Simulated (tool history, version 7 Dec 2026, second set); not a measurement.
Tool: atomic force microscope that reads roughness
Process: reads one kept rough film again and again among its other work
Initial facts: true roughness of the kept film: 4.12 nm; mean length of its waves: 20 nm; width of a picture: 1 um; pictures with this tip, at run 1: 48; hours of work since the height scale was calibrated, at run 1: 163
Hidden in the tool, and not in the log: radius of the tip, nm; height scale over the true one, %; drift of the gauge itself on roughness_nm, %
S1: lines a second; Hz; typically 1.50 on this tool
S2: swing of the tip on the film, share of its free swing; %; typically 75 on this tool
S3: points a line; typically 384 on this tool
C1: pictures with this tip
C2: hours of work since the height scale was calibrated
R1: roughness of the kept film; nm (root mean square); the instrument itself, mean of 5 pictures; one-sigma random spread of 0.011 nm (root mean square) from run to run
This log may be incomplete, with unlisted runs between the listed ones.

run 1 hour=0.0 | S1=1.50 S2=75 S3=384 | C1=48 C2=163 | R1=2.064
run 2 hour=9.4 | S1=1.50 S2=75 S3=479 | C1=66 C2=169 | R1=1.916
run 3 hour=17.0 | S1=1.50 S2=75 S3=479 | C1=80 C2=174 | R1=1.812
run 4 hour=23.9 | S1=1.50 S2=75 S3=479 | C1=94 C2=179 | R1=1.729
run 5 hour=31.8 | S1=1.50 S2=75 S3=479 | C1=108 C2=184 | R1=1.638
-- hour=34.5 new tip fitted
run 6 hour=36.9 | S1=1.50 S2=75 S3=479 | C1=4 C2=187 | R1=2.518
run 7 hour=43.6 | S1=1.50 S2=75 S3=479 | C1=17 C2=192 | R1=2.368
run 8 hour=52.5 | S1=0.58 S2=75 S3=384 | C1=34 C2=198 | R1=2.316
run 9 hour=61.2 | S1=0.58 S2=75 S3=384 | C1=50 C2=203 | R1=2.165
run 10 hour=65.9 | S1=1.50 S2=56 S3=384 | C1=59 C2=207 | R1=2.096
run 11 hour=72.1 | S1=1.50 S2=56 S3=384 | C1=71 C2=211 | R1=1.987
run 12 hour=80.4 | S1=1.50 S2=56 S3=384 | C1=87 C2=216 | R1=1.862
run 13 hour=87.1 | S1=3.21 S2=75 S3=384 | C1=99 C2=221 | R1=1.471
-- hour=94.2 new tip fitted
run 14 hour=96.4 | S1=3.21 S2=75 S3=384 | C1=4 C2=227 | R1=2.223
run 15 hour=102.2 | S1=3.21 S2=75 S3=384 | C1=15 C2=231 | R1=2.095
run 16 hour=109.7 | S1=3.21 S2=75 S3=384 | C1=29 C2=236 | R1=1.979
run 17 hour=118.7 | S1=3.21 S2=75 S3=384 | C1=46 C2=242 | R1=1.828
run 18 hour=125.1 | S1=3.21 S2=75 S3=384 | C1=58 C2=246 | R1=1.727
run 19 hour=132.2 | S1=1.50 S2=75 S3=792 | C1=72 C2=251 | R1=1.854
run 20 hour=140.0 | S1=1.50 S2=75 S3=384 | C1=87 C2=256 | R1=1.717
run 21 hour=148.1 | S1=0.59 S2=75 S3=384 | C1=102 C2=262 | R1=1.756
-- hour=153.8 new tip fitted
run 22 hour=155.9 | S1=0.68 S2=75 S3=384 | C1=4 C2=267 | R1=2.607
run 23 hour=165.0 | S1=2.63 S2=75 S3=384 | C1=21 C2=273 | R1=2.070
run 24 hour=169.4 | S1=2.36 S2=75 S3=384 | C1=30 C2=276 | R1=2.012
run 25 hour=174.3 | S1=2.36 S2=75 S3=384 | C1=39 C2=279 | R1=1.918
run 26 hour=183.6 | S1=2.36 S2=75 S3=384 | C1=56 C2=285 | R1=1.801
run 27 hour=187.6 | S1=2.36 S2=72 S3=675 | C1=64 C2=288 | R1=1.798
-- hour=189.1 height scale calibrated on a step standard
run 28 hour=193.7 | S1=2.36 S2=72 S3=675 | C1=74 C2=3 | R1=1.722
run 29 hour=201.6 | S1=1.04 S2=74 S3=384 | C1=89 C2=8 | R1=1.724
run 30 hour=210.0 | S1=2.05 S2=90 S3=490 | C1=105 C2=14 | R1=1.332
-- hour=214.3 new tip fitted
run 31 hour=218.3 | S1=1.50 S2=82 S3=949 | C1=7 C2=19 | R1=2.360
run 32 hour=227.5 | S1=1.44 S2=79 S3=335 | C1=25 C2=26 | R1=2.157
-- hour=231.5 height scale calibrated on a step standard, once more
run 33 hour=235.1 | S1=0.82 S2=73 S3=384 | C1=37 C2=2 | R1=2.209
run 34 hour=243.6 | S1=1.50 S2=64 S3=460 | C1=54 C2=8 | R1=2.043
run 35 hour=249.9 | S1=1.50 S2=64 S3=460 | C1=66 C2=12 | R1=1.955
run 36 hour=255.0 | S1=1.50 S2=68 S3=460 | C1=75 C2=16 | R1=1.864
run 37 hour=262.2 | S1=0.55 S2=63 S3=396 | C1=89 C2=21 | R1=1.869
run 38 hour=266.2 | S1=0.55 S2=63 S3=396 | C1=96 C2=23 | R1=1.805
run 39 hour=271.0 | S1=0.55 S2=63 S3=396 | C1=106 C2=27 | R1=1.748
-- hour=274.8 new tip fitted
run 40 hour=275.4 | S1=1.50 S2=75 S3=292 | C1=1 C2=29 | R1=2.474
run 41 hour=282.7 | S1=1.50 S2=75 S3=292 | C1=15 C2=34 | R1=2.298
run 42 hour=289.8 | S1=1.50 S2=75 S3=292 | C1=28 C2=39 | R1=2.161
run 43 hour=295.6 | S1=2.45 S2=58 S3=277 | C1=39 C2=43 | R1=2.143
run 44 hour=303.4 | S1=2.45 S2=58 S3=277 | C1=54 C2=48 | R1=1.979
run 45 hour=307.4 | S1=2.45 S2=58 S3=277 | C1=61 C2=51 | R1=1.926
run 46 hour=315.0 | S1=2.45 S2=58 S3=277 | C1=76 C2=56 | R1=1.827
run 47 hour=319.3 | S1=1.50 S2=75 S3=795 | C1=84 C2=59 | R1=1.743
run 48 hour=325.8 | S1=1.50 S2=75 S3=795 | C1=96 C2=63 | R1=1.680

Hidden state or all else? Some run-to-run changes of R1, split into what the settings, what came in and random variation would give without the hidden state, and what is left for the hidden state (with any gauge scatter that isn't in both results):
Run 5 -> 6: new tip fitted. R1 +0.880 nm (root mean square): hidden state +0.901, all else -0.021.
Run 21 -> 22: S1 0.59 -> 0.68, new tip fitted. R1 +0.851 nm (root mean square): hidden state +0.898, all else -0.047.
Run 30 -> 31: S1 2.05 -> 1.50, S2 90 -> 82, S3 490 -> 949, new tip fitted. R1 +1.028 nm (root mean square): hidden state +0.709, all else +0.319.
Run 39 -> 40: S1 0.55 -> 1.50, S2 63 -> 75, S3 396 -> 292, new tip fitted. R1 +0.726 nm (root mean square): hidden state +1.006, all else -0.280.
